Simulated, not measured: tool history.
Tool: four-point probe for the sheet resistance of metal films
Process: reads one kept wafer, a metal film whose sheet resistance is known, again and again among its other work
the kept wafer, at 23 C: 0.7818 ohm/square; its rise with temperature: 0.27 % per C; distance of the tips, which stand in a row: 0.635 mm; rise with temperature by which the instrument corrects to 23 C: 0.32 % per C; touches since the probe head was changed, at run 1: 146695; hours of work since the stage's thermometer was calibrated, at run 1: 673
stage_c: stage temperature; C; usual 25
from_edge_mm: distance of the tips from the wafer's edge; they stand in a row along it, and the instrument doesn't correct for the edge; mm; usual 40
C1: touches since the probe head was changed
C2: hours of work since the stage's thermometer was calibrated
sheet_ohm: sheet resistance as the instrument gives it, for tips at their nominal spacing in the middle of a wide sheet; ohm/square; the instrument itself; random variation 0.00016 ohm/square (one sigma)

Run 1, hour 0: usual settings; C1 146695; C2 673. Result: sheet_ohm 0.788702 ohm/square.
Run 2, hour 29.6: usual settings; C1 148065; C2 689. Result: sheet_ohm 0.788962 ohm/square.
Run 3, hour 57.5: usual settings but from_edge_mm 4 mm; C1 149356; C2 703. Result: sheet_ohm 0.799367 ohm/square.
Run 4, hour 88: usual settings but from_edge_mm 4 mm; C1 150766; C2 719. Result: sheet_ohm 0.799438 ohm/square.
Run 5, hour 115.7: usual settings but stage_c 22 C, from_edge_mm 4 mm; C1 152047; C2 733. Result: sheet_ohm 0.800993 ohm/square.
Run 6, hour 140.4: usual settings but stage_c 22 C, from_edge_mm 4 mm; C1 153188; C2 746. Result: sheet_ohm 0.80096 ohm/square.
Run 7, hour 159.6: usual settings but stage_c 22 C, from_edge_mm 4 mm; C1 154076; C2 756. Result: sheet_ohm 0.801075 ohm/square.
Run 8, hour 182.2: usual settings but stage_c 22 C, from_edge_mm 4 mm; C1 155118; C2 768. Result: sheet_ohm 0.801121 ohm/square.
Run 9, hour 217.2: usual settings but from_edge_mm 6 mm; C1 156738; C2 786. Result: sheet_ohm 0.794032 ohm/square.
Run 10, hour 246.9: usual settings but from_edge_mm 12 mm; C1 158111; C2 801. Result: sheet_ohm 0.790456 ohm/square.
Run 11, hour 282.5: usual settings but from_edge_mm 12 mm; C1 159757; C2 820. Result: sheet_ohm 0.79067 ohm/square.
Run 12, hour 309.6: usual settings but from_edge_mm 12 mm; C1 161010; C2 834. Result: sheet_ohm 0.790859 ohm/square.
Run 13, hour 333.4: usual settings but from_edge_mm 4 mm; C1 162111; C2 846. Result: sheet_ohm 0.800049 ohm/square.
Run 14, hour 370: usual settings; C1 163805; C2 865. Result: sheet_ohm 0.789665 ohm/square.
Run 15, hour 402.5: usual settings but stage_c 21 C, from_edge_mm 43 mm; C1 165310; C2 882. Result: sheet_ohm 0.791771 ohm/square.
Run 16, hour 429: usual settings but stage_c 21 C, from_edge_mm 43 mm; C1 166534; C2 895. Result: sheet_ohm 0.791775 ohm/square.
Run 17, hour 460.9: usual settings but stage_c 21 C, from_edge_mm 43 mm; C1 168007; C2 912. Result: sheet_ohm 0.791685 ohm/square.
Run 18, hour 489.1: usual settings but from_edge_mm 24 mm; C1 169314; C2 927. Result: sheet_ohm 0.790207 ohm/square.
Run 19, hour 508.5: usual settings but stage_c 19 C; C1 170209; C2 937. Result: sheet_ohm 0.793137 ohm/square.
Run 20, hour 541.9: usual settings but stage_c 19 C; C1 171753; C2 954. Result: sheet_ohm 0.792842 ohm/square.
Run 21, hour 578.6: usual settings but stage_c 19 C; C1 173449; C2 973. Result: sheet_ohm 0.792755 ohm/square.
At hour 595.8: new probe head fitted.
Run 22, hour 610.4: usual settings but stage_c 19 C; C1 674; C2 989. Result: sheet_ohm 0.791665 ohm/square.
Run 23, hour 638.7: usual settings but stage_c 30 C, from_edge_mm 8 mm; C1 1983; C2 1004. Result: sheet_ohm 0.789392 ohm/square.
Run 24, hour 666.6: usual settings but stage_c 30 C, from_edge_mm 8 mm; C1 3272; C2 1018. Result: sheet_ohm 0.789436 ohm/square.
Run 25, hour 697.7: usual settings but stage_c 30 C, from_edge_mm 8 mm; C1 4709; C2 1034. Result: sheet_ohm 0.789501 ohm/square.

The next listed run, before its measurement:
Run 26, hour 723.8: usual settings but stage_c 21 C, from_edge_mm 21 mm; C1 5918; C2 1048. Result: sheet_ohm ?.

{"run 26": {"sheet_ohm": 0.790961}}
Without the tool's hidden state the same run would have given sheet_ohm 0.782789 ohm/square.
